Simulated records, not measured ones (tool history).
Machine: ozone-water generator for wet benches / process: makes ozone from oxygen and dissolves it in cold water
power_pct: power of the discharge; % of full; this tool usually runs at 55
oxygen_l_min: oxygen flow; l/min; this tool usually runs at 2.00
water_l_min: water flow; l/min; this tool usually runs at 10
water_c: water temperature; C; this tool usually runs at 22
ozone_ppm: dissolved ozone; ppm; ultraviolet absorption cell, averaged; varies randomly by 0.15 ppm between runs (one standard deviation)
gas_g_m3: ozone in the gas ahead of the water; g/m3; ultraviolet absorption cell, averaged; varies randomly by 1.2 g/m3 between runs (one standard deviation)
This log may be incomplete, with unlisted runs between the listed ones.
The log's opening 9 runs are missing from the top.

run    hour  power_pct  oxygen_l_min  water_l_min  water_c  hours of work since the electrodes were changed  hours of work since the contactor was cleaned  hours of work since the thermometer was calibrated  ozone_ppm  gas_g_m3
 10  1223.2         55          2.00           10       22                                             5186                                           1300                                                5186       14.2     169.6
 11  1410.0         55          2.00           10       22                                             5313                                           1426                                                5313       13.7     169.3
 12  1540.4         55          2.00           10       15                                             5401                                           1515                                                5401       14.9     168.2
 13  1641.3         55          2.00           10       15                                             5469                                           1583                                                5469       14.8     168.0
 14  1754.0         55          2.00            6       15                                             5545                                           1659                                                5545       22.0     166.6
     1808.4  -- water thermometer calibrated
     1828.6  -- electrodes of the discharge changed
 15  1913.6         55          2.83            6       15                                               57                                           1762                                                  67       31.3     201.5
 16  2069.9         55          2.38            6       15                                              163                                           1868                                                 173       30.3     211.9
 17  2220.6         55          2.38            6       15                                              265                                           1970                                                 275       30.2     213.2
 18  2396.2         52          2.00           10       24                                              384                                           2089                                                 393       17.1     215.8
 19  2555.7         55          2.00           14       19                                              492                                           2197                                                 501       13.9     221.3
 20  2677.3         55          2.00           14       19                                              574                                           2279                                                 583       13.9     217.8
 21  2833.5         55          1.02           10       22                                              679                                           2385                                                 689       14.0     269.2
 22  2938.8         89          1.73           15       19                                              751                                           2456                                                 760       15.0     286.4
 23  3049.9         89          1.73           15       19                                              826                                           2531                                                 835       15.1     285.8
 24  3182.5         85          1.56           10       25                                              915                                           2620                                                 925       19.7     287.2
 25  3284.6         55          2.00           10       15                                              985                                           2690                                                 994       18.7     217.3
 26  3433.7         55          2.00           10       15                                             1085                                           2790                                                1095       18.7     216.9
 27  3512.2         98          2.42           10       15                                             1138                                           2843                                                1148       26.0     265.9
 28  3650.1         98          2.42           10       15                                             1232                                           2937                                                1241       26.1     265.2
     3829.6  -- contactor cleaned
 29  3833.5         61          2.00           10       20                                             1353                                              3                                                1363       19.6     223.1
 30  4012.4         61          2.00           10       20                                             1474                                            124                                                1483       19.5     220.4
 31  4177.5         55          2.00            7       14                                             1586                                            235                                                1595       25.9     208.2
 32  4262.9         41          2.00           10       22                                             1643                                            293                                                1653       15.4     182.3
 33  4349.7         41          2.00           10       22                                             1702                                            352                                                1712       15.4     180.0
 34  4474.0         55          1.12            8       29                                             1786                                            436                                                1796       16.1     250.0

Forecast each of these 3 alternatives for the next run:
  A  4606.0         55          1.14           15       19                                             1875                                            525                                                1885          ?         ?
  B  4606.0         51          1.91            8       22                                             1875                                            525                                                1885          ?         ?
  C  4606.0         42          1.20           10       22                                             1875                                            525                                                1885          ?         ?

run  ozone_ppm  gas_g_m3
  A       10.2     246.6
  B       19.9     202.9
  C       12.9     213.1
Without the tool's hidden state the same runs would have given:
run  ozone_ppm  gas_g_m3
  A       11.2     266.6
  B       21.8     218.6
  C       14.0     227.8
